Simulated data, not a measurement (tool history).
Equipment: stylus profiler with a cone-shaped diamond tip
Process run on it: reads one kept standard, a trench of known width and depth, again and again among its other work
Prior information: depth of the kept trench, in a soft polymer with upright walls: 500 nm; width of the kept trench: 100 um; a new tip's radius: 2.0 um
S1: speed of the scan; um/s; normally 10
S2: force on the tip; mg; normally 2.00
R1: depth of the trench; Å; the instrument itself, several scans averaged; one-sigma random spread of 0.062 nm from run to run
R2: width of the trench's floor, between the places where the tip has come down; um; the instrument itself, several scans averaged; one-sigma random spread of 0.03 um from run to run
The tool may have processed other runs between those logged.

{"run": 1, "hour": 0.0, "S1": 10, "S2": 2.0, "R1": 5039.2, "R2": 97.14}
{"run": 2, "hour": 8.3, "S1": 10, "S2": 2.0, "R1": 5038.7, "R2": 97.21}
{"run": 3, "hour": 22.6, "S1": 10, "S2": 2.0, "R1": 5038.5, "R2": 97.16}
{"run": 4, "hour": 38.4, "S1": 10, "S2": 2.0, "R1": 5040.1, "R2": 97.13}
{"run": 5, "hour": 50.8, "S1": 10, "S2": 2.0, "R1": 5038.8, "R2": 97.17}
{"run": 6, "hour": 63.4, "S1": 10, "S2": 2.0, "R1": 5038.5, "R2": 97.14}
{"run": 7, "hour": 73.8, "S1": 10, "S2": 2.0, "R1": 5039.1, "R2": 97.12}
{"run": 8, "hour": 81.6, "S1": 10, "S2": 2.0, "R1": 5039.8, "R2": 97.09}
{"run": 9, "hour": 96.4, "S1": 10, "S2": 2.0, "R1": 5038.9, "R2": 97.11}
{"run": 10, "hour": 103.8, "S1": 19, "S2": 2.0, "R1": 5040.3, "R2": 97.11}
{"run": 11, "hour": 117.3, "S1": 19, "S2": 2.0, "R1": 5039.5, "R2": 97.05}
{"run": 12, "hour": 132.1, "S1": 10, "S2": 3.06, "R1": 5050.2, "R2": 97.13}
{"run": 13, "hour": 146.7, "S1": 10, "S2": 2.0, "R1": 5039.7, "R2": 97.04}
{"run": 14, "hour": 156.1, "S1": 10, "S2": 2.0, "R1": 5039.5, "R2": 97.05}
{"run": 15, "hour": 171.3, "S1": 10, "S2": 2.0, "R1": 5039.6, "R2": 97.03}
{"run": 16, "hour": 186.5, "S1": 4, "S2": 2.0, "R1": 5039.4, "R2": 97.03}
{"run": 17, "hour": 198.0, "S1": 4, "S2": 2.0, "R1": 5040.1, "R2": 97.03}
{"run": 18, "hour": 205.1, "S1": 4, "S2": 2.0, "R1": 5040.1, "R2": 97.04}
{"run": 19, "hour": 214.5, "S1": 4, "S2": 2.0, "R1": 5040.6, "R2": 97.08}
{"run": 20, "hour": 221.9, "S1": 4, "S2": 2.0, "R1": 5039.7, "R2": 97.07}
{"run": 21, "hour": 230.2, "S1": 4, "S2": 2.0, "R1": 5040.4, "R2": 97.05}
{"run": 22, "hour": 241.9, "S1": 10, "S2": 2.0, "R1": 5040.1, "R2": 97.03}
{"run": 23, "hour": 250.7, "S1": 10, "S2": 2.0, "R1": 5041.0, "R2": 97.0}
{"run": 24, "hour": 257.2, "S1": 10, "S2": 2.0, "R1": 5040.0, "R2": 97.02}
{"run": 25, "hour": 264.4, "S1": 10, "S2": 2.0, "R1": 5040.2, "R2": 96.97}
{"run": 26, "hour": 279.7, "S1": 31, "S2": 2.59, "R1": 5046.4, "R2": 96.93}
{"hour": 281.6, "done": "height scale calibrated on a step standard"}
{"run": 27, "hour": 290.4, "S1": 31, "S2": 2.59, "R1": 5049.6, "R2": 96.95}
{"run": 28, "hour": 299.8, "S1": 3, "S2": 4.45, "R1": 5068.5, "R2": 97.01}
{"run": 29, "hour": 309.9, "S1": 3, "S2": 2.0, "R1": 5044.3, "R2": 96.98}
{"run": 30, "hour": 323.5, "S1": 13, "S2": 2.1, "R1": 5044.5, "R2": 97.01}
{"run": 31, "hour": 332.1, "S1": 39, "S2": 2.0, "R1": 5043.4, "R2": 96.91}
{"run": 32, "hour": 345.3, "S1": 4, "S2": 1.48, "R1": 5037.6, "R2": 96.91}
{"run": 33, "hour": 353.5, "S1": 4, "S2": 1.48, "R1": 5037.0, "R2": 96.98}
{"hour": 363.2, "done": "height scale calibrated on a step standard, once more"}
{"run": 34, "hour": 366.7, "S1": 7, "S2": 2.16, "R1": 5035.6, "R2": 96.89}
{"run": 35, "hour": 380.2, "S1": 7, "S2": 2.16, "R1": 5036.1, "R2": 96.93}
{"run": 36, "hour": 392.7, "S1": 7, "S2": 2.16, "R1": 5035.8, "R2": 96.86}
{"run": 37, "hour": 401.6, "S1": 3, "S2": 2.37, "R1": 5038.1, "R2": 96.88}
{"run": 38, "hour": 413.0, "S1": 10, "S2": 2.52, "R1": 5041.0, "R2": 96.9}
{"run": 39, "hour": 422.9, "S1": 4, "S2": 2.47, "R1": 5039.7, "R2": 96.89}
{"run": 40, "hour": 431.4, "S1": 4, "S2": 2.47, "R1": 5040.1, "R2": 96.93}
{"run": 41, "hour": 439.4, "S1": 2, "S2": 1.9, "R1": 5033.9, "R2": 96.87}
{"run": 42, "hour": 450.7, "S1": 8, "S2": 5.5, "R1": 5066.9, "R2": 96.87}

What will run 43 give?
{"run": 43, "hour": 462.1, "S1": 18, "S2": 5.5, "R1": "?", "R2": "?"}

{"run 43": {"R1": 5067.7, "R2": 96.86}}
Take away the tool's hidden state, keep the run-to-run variation as it was, and the same run would have given R1 5066.7 Å, R2 97.35 um.
